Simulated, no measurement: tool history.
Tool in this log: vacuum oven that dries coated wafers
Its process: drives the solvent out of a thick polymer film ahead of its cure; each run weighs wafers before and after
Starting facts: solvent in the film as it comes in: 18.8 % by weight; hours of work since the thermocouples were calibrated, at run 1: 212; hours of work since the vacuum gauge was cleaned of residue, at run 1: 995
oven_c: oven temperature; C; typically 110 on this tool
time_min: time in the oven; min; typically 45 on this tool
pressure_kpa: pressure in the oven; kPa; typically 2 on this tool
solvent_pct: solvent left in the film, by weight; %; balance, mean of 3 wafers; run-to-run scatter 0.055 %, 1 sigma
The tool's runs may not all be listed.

run,day,oven_c,time_min,pressure_kpa,hours of work since the thermocouples were calibrated,hours of work since the vacuum gauge was cleaned of residue,solvent_pct
1,0,110,45,2,212,995,4.32
2,0.883,110,45,2,228,1011,4.39
3,2.633,110,45,2,259,1042,4.37
4,4.583,110,45,2,294,1077,4.32
5,5.946,110,45,2.54,318,1101,5.26
6,7.2,110,45,2.54,340,1123,5.27
7,8.054,110,45,2,355,1138,4.35
8,8.879,110,45,2,370,1153,4.4
# day 9.108: vacuum gauge cleaned of residue and calibrated
9,10.833,110,45,2,404,31,4.3
10,12.146,110,32,2,427,54,5.43
11,13.767,110,32,2,456,83,5.31
12,15.358,110,32,2,484,111,5.36
13,17.15,106,32,1.36,516,143,5.72
14,19.104,122,32,1.71,550,178,2.32
15,19.992,122,32,1.71,566,193,2.33
# day 20.942: vacuum gauge cleaned of residue and calibrated, once more
16,21.388,121,26,3.21,590,8,4.24

What does the tool deliver on the next run?
17,23.217,121,29,3.21,622,40,?

solvent_pct: 4.09 %
The same run, on a tool lacking any hidden state, would have yielded solvent_pct 4.18 %.
